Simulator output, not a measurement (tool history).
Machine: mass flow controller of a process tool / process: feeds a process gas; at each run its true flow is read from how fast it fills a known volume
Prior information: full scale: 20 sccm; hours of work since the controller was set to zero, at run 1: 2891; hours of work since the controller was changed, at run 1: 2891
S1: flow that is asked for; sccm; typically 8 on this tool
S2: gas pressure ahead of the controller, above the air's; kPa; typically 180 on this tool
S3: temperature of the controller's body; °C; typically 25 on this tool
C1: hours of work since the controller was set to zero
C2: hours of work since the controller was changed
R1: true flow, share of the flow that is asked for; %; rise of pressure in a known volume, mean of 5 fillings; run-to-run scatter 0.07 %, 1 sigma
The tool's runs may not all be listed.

run,hour,S1,S2,S3,C1,C2,R1
1,0,8,180,25,2891,2891,99.42
2,82.2,8,180,25,2940,2940,99.58
3,178.1,8,180,25,2997,2997,99.56
4,236,8,180,25,3032,3032,99.68
5,319.2,8,180,25,3082,3082,99.62
6,450.7,17,180,25,3160,3160,100.06
7,532.7,8,180,25,3209,3209,99.95
8,593.8,8,180,25,3246,3246,100.03
9,690,8,180,25,3303,3303,100.01
10,793.5,8,180,25,3365,3365,100.09
11,920.7,8,180,25,3441,3441,100.28
12,1028.2,2,234,37,3506,3506,100.88
13,1100.2,2,234,37,3549,3549,100.98
14,1173,2,240,29,3592,3592,100.79
15,1237.9,2,261,27,3631,3631,100.95
16,1311,8,187,25,3675,3675,100.68
17,1424.6,4,211,25,3743,3743,100.74
18,1535.4,4,211,25,3809,3809,100.93
19,1627,3,149,36,3864,3864,100.81
# hour 1669.3: gauge calibrated
20,1686.6,5,279,25,3899,3899,100.2
21,1753.9,5,168,22,3940,3940,99.26
22,1878.7,5,168,22,4014,4014,99.25

Table of differences, measured result less the result of that run with no hidden state. Run-to-run variation is the same in both. Gauge scatter possibly is not:
Hidden state at play: flow at rest that the sensor doesn't see, % of full scale; true flow over the shown one, %; drift of the gauge itself on true_pct, %.
run,R1
1,+0.01
2,+0.08
3,+0.18
4,+0.23
5,+0.3
6,+0.43
7,+0.5
8,+0.56
9,+0.64
10,+0.74
11,+0.86
12,+0.98
13,+1.05
14,+1.12
15,+1.18
16,+1.22
17,+1.33
18,+1.43
19,+1.52
20,+0.04
21,+0.09
22,+0.21
